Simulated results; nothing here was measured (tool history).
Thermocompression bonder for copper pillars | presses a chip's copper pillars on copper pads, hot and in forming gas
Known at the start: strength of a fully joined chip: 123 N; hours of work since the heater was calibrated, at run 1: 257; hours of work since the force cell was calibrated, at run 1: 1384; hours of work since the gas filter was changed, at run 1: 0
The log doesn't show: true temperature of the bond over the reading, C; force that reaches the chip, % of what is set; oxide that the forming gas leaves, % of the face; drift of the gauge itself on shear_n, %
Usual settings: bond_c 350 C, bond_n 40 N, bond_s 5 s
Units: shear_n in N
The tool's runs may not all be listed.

run,hour,bond_c,bond_n,bond_s,hours of work since the heater was calibrated,hours of work since the force cell was calibrated,hours of work since the gas filter was changed,shear_n
1,0,350,40,5,257,1384,0,44.4
2,42.4,350,40,5,287,1413,29,44.4
3,78.9,350,40,5,312,1438,55,44.6
4,100.9,350,40,5,327,1454,70,44.7
5,131.2,350,40,5,348,1475,91,44.8
6,174.4,350,40,5,378,1505,121,44.6
7,222.7,350,40,5,412,1538,155,44.3
8,265,350,40,5,441,1568,184,44.4
9,298.8,350,37,5,465,1591,208,41.5
10,332.9,350,37,5,488,1615,231,41.1
11,373.8,350,40,12,517,1643,260,60.9
# hour 378.2: heater calibrated with a thermocouple chip
12,424.4,350,40,12,32,1677,293,61.2
13,452.7,350,40,12,52,1697,313,61.6
14,489.5,350,40,12,77,1722,339,60.9
15,522.9,350,35,5,100,1745,362,39.2
16,565.1,350,35,5,130,1775,391,39.3
# hour 589.2: force cell calibrated
17,605.4,354,40,5,157,11,418,44.5
# hour 619.7: forming gas filter changed
# hour 649.8: heater calibrated with a thermocouple chip, once more
18,657.9,354,40,5,6,46,25,44.5
19,690.9,352,40,5,29,69,48,44.4
20,736.1,350,40,5,60,100,79,43.3
21,764.3,350,35,5,80,120,99,38.3
22,792.9,350,35,5,99,140,119,37.9
23,824.1,350,35,5,121,161,141,38.2
24,850,346,26,3,139,179,159,22
25,895,355,34,5,170,211,190,38.9
26,930.2,350,44,4,195,235,214,42.7
27,956.3,350,28,3,213,253,232,24.6
28,982.9,350,28,9,231,272,251,39.1
29,1027,338,41,6,262,302,281,42.6
30,1073,335,41,3,294,334,313,31
31,1113.2,335,41,3,322,362,341,31
32,1144.7,367,41,3,344,384,363,40.6
33,1181.4,334,50,5,369,409,389,45.7
34,1220.9,334,50,5,397,437,416,45.4
# hour 1240.9: forming gas filter changed
35,1249.2,334,50,5,416,456,6,47.3
36,1278,334,50,5,436,476,26,47.1
37,1327.4,334,50,5,470,511,60,47.3
38,1375.8,334,50,5,504,544,94,47.4
39,1417,361,40,12,532,573,122,65.9
40,1450.6,348,29,5,556,596,146,31.9
41,1476.6,348,29,5,574,614,164,32

Forecast each of these 3 alternatives for the next run:
A,1526.8,348,37,5,609,649,199,?
B,1526.8,332,37,5,609,649,199,?
C,1526.8,369,56,5,609,649,199,?

run,shear_n
A,40.6
B,34.6
C,66.5
Without the tool's hidden state the same runs would have given:
run,shear_n
A,39.7
B,33.7
C,65.6

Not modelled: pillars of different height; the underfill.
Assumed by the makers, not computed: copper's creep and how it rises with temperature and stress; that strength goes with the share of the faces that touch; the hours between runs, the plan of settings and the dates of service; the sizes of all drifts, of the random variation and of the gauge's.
